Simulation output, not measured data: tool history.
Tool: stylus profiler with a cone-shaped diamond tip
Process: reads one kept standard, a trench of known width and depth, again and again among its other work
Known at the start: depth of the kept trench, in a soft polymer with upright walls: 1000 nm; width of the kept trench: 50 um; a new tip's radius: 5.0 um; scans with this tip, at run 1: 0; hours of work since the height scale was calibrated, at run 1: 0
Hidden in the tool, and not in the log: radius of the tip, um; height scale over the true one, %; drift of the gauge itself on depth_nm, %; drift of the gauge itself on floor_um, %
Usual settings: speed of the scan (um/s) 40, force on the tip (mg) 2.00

run,hour,speed of the scan (um/s),force on the tip (mg),scans with this tip,hours of work since the height scale was calibrated,depth of the trench (Å),width of the trench's floor (um)
1,0.0,40,2.00,0,0,10120.5,43.81
2,68.9,40,2.00,395,31,10118.4,43.50
3,138.8,40,2.00,797,63,10115.4,43.14
4,263.6,40,2.00,1513,120,10116.3,42.66
5,382.3,40,2.00,2194,173,10117.7,42.14
6,450.0,40,2.00,2583,204,10116.0,41.91
7,515.5,40,2.00,2959,234,10111.0,41.61
8,628.1,31,2.00,3606,285,10110.8,41.24
9,697.8,31,2.00,4006,317,10110.3,41.05
10,765.4,31,1.63,4394,347,10096.4,40.79
11,887.3,31,1.63,5094,403,10093.2,40.55
12,988.3,31,1.63,5674,449,10091.7,40.18
13,1059.0,31,1.63,6080,481,10093.5,39.99
14,1147.3,12,1.63,6587,521,10093.4,39.80
15,1204.8,92,2.00,6917,547,10103.8,39.46
16,1311.9,40,2.00,7532,595,10104.9,39.27
17,1386.7,40,2.00,7962,629,10102.2,39.11
18,1485.4,11,2.00,8529,674,10099.1,38.91
# hour 1592.7: new tip fitted, height scale calibrated
19,1592.7,11,2.00,0,0,10119.4,43.92
20,1663.8,11,2.00,408,32,10118.7,43.52
21,1751.7,21,2.00,913,72,10114.2,43.19
22,1811.2,21,2.00,1255,99,10112.8,42.97
23,1905.3,16,2.00,1795,142,10116.2,42.61
# hour 1913.6: height scale calibrated on a step standard
24,1994.7,47,0.69,2305,37,10055.9,42.06
25,2077.1,47,1.06,2778,74,10071.1,41.88
26,2207.3,36,0.89,3526,133,10062.6,41.44
# hour 2315.6: height scale calibrated on a step standard, once more
27,2324.8,56,4.70,4198,4,10193.0,41.01
28,2431.4,56,4.70,4810,53,10194.1,40.71
29,2534.7,74,1.01,5403,99,10065.6,40.26
30,2624.4,105,2.00,5918,140,10104.7,39.95
31,2733.6,105,2.68,6545,190,10130.7,39.63
32,2796.5,68,1.11,6906,218,10064.5,39.49
33,2903.2,75,1.73,7519,267,10090.1,39.15
34,3021.5,75,1.73,8198,320,10088.6,38.86
35,3094.7,46,2.01,8618,354,10101.4,38.73
# hour 3185.9: new tip fitted, height scale calibrated
36,3187.1,40,3.21,6,1,10152.2,43.91
37,3297.0,40,3.21,638,50,10150.7,43.36
38,3420.4,42,1.93,1346,106,10105.5,42.86
39,3533.9,40,3.60,1998,158,10160.6,42.42
40,3638.2,40,3.60,2597,205,10157.7,42.00
41,3728.1,75,1.35,3113,246,10080.1,41.54
42,3827.7,122,1.48,3685,291,10081.3,41.07
43,3935.6,12,1.48,4304,340,10081.5,41.02
44,4046.1,15,1.44,4939,390,10078.8,40.60
45,4155.5,138,1.16,5567,440,10063.3,39.97
46,4285.6,138,1.16,6314,499,10062.1,39.53

3 ways to go on from here, each from the tool as it stands after run 46. What would each give?
A,4390.2,58,1.16,6914,547,?,?
B,4390.2,40,4.13,6914,547,?,?
C,4390.2,138,0.79,6914,547,?,?

run,depth of the trench (Å),width of the trench's floor (um)
A,10061.4,39.48
B,10166.0,39.64
C,10043.3,39.16
Without the tool's hidden state the same runs would have given:
run,depth of the trench (Å),width of the trench's floor (um)
A,10078.7,43.84
B,10183.5,44.00
C,10060.6,43.51

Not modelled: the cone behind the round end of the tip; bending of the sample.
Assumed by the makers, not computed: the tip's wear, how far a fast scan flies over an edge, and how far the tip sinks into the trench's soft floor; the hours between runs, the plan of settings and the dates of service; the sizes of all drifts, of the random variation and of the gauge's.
